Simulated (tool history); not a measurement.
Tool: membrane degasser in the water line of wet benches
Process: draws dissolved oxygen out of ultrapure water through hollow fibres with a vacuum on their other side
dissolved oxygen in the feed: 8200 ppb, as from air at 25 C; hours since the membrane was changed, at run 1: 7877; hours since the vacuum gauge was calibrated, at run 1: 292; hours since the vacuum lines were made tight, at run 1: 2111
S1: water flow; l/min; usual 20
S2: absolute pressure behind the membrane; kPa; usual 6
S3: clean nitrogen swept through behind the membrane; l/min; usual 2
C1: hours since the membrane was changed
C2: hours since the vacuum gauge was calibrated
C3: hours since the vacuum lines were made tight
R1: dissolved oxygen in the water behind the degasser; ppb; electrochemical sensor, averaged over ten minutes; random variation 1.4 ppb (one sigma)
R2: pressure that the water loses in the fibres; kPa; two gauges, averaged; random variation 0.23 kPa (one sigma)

| run | day | S1 | S2 | S3 | C1 | C2 | C3 | R1 | R2 |
|---|---|---|---|---|---|---|---|---|---|
| 1 | 0 | 20 | 6 | 2 | 7877 | 292 | 2111 | 167.6 | 62.86 |
| 2 | 11.983 | 20 | 6 | 2 | 8164 | 579 | 2399 | 169.6 | 62.57 |
| 3 | 20.967 | 20 | 6 | 2 | 8380 | 795 | 2615 | 171.1 | 62.94 |
| 4 | 31.267 | 19 | 6 | 2 | 8627 | 1042 | 2862 | 151.6 | 60.08 |
| 5 | 40.871 | 19 | 6 | 2 | 8858 | 1273 | 3092 | 150.3 | 59.68 |
|  | 50.221 | membrane cartridge changed |
| 6 | 51.15 | 19 | 6 | 2 | 22 | 1515 | 3335 | 122.2 | 55.32 |
| 7 | 60.188 | 19 | 6 | 2 | 239 | 1732 | 3552 | 124.9 | 55.65 |
| 8 | 73.971 | 19 | 6 | 2 | 570 | 2063 | 3883 | 128.4 | 55.65 |
| 9 | 82.971 | 20 | 6 | 2 | 786 | 2279 | 4099 | 144 | 58.08 |
| 10 | 94.188 | 20 | 6 | 2 | 1055 | 2548 | 4368 | 145.8 | 58.65 |
| 11 | 100.738 | 20 | 6 | 2 | 1212 | 2705 | 4525 | 148.4 | 58.99 |
|  | 111.825 | seals of the vacuum lines changed |
| 12 | 113.188 | 20 | 6 | 2 | 1509 | 3002 | 33 | 146 | 58.77 |
|  | 113.792 | vacuum gauge calibrated |
| 13 | 123.038 | 20 | 6 | 2 | 1745 | 222 | 269 | 155.3 | 58.82 |
| 14 | 134.179 | 20 | 6 | 2.78 | 2012 | 489 | 536 | 133.9 | 59.21 |
| 15 | 142.5 | 20 | 6 | 2.78 | 2212 | 689 | 736 | 136.8 | 59.4 |
| 16 | 154.854 | 13 | 6 | 2 | 2509 | 986 | 1032 | 61.4 | 38.74 |
| 17 | 167.392 | 13 | 6 | 2 | 2810 | 1286 | 1333 | 62.1 | 38.93 |
|  | 170.783 | vacuum gauge calibrated, once more |
| 18 | 177.812 | 16 | 6 | 2 | 3059 | 169 | 1583 | 89.5 | 47.79 |
| 19 | 187.479 | 13 | 3.81 | 2 | 3291 | 401 | 1815 | 22.1 | 38.65 |
| 20 | 199.438 | 16 | 4.38 | 4.01 | 3578 | 688 | 2102 | 46.4 | 48.15 |
| 21 | 212.533 | 16 | 4.38 | 4.01 | 3892 | 1002 | 2416 | 47.9 | 48.64 |
| 22 | 225.412 | 22 | 12.23 | 3.24 | 4202 | 1311 | 2725 | 266.7 | 66.6 |
| 23 | 239.062 | 20 | 13.83 | 3.88 | 4529 | 1639 | 3053 | 221.8 | 60.94 |
| 24 | 246.35 | 20 | 13.83 | 3.88 | 4704 | 1814 | 3228 | 219.5 | 60.63 |
| 25 | 258.167 | 30 | 11.28 | 2.13 | 4988 | 2097 | 3511 | 566.9 | 91.55 |
| 26 | 272.112 | 14 | 6 | 0.84 | 5322 | 2432 | 3846 | 133.8 | 42.72 |
| 27 | 280.171 | 14 | 6 | 2.06 | 5516 | 2625 | 4039 | 71.1 | 43.09 |
| 28 | 292.404 | 14 | 14.8 | 2.07 | 5809 | 2919 | 4333 | 212.9 | 43.38 |
| 29 | 305.367 | 22 | 5.18 | 3.82 | 6120 | 3230 | 4644 | 164.7 | 67.87 |
|  | 311.625 | seals of the vacuum lines changed |
| 30 | 314.388 | 31 | 6.95 | 1.44 | 6335 | 3444 | 66 | 542.1 | 95.04 |
| 31 | 322.012 | 31 | 6.95 | 1.44 | 6518 | 3627 | 249 | 540 | 95.46 |
| 32 | 333.95 | 29 | 14.58 | 1.44 | 6804 | 3914 | 536 | 776.8 | 89.72 |

3 ways to go on from here, each from the tool as it stands after run 32. What would each give?
| A | 346.942 | 20 | 14.52 | 3.45 | 7116 | 4226 | 848 | ? | ? |
| B | 346.942 | 20 | 4.14 | 2 | 7116 | 4226 | 848 | ? | ? |
| C | 346.942 | 25 | 5.74 | 2.34 | 7116 | 4226 | 848 | ? | ? |

| run | R1 | R2 |
|---|---|---|
| A | 255.4 | 62.26 |
| B | 129.5 | 62.22 |
| C | 279.6 | 77.92 |
Without the tool's hidden state the same runs would have given:
| run | R1 | R2 |
|---|---|---|
| A | 225 | 58.23 |
| B | 95.5 | 58.18 |
| C | 224.5 | 72.86 |
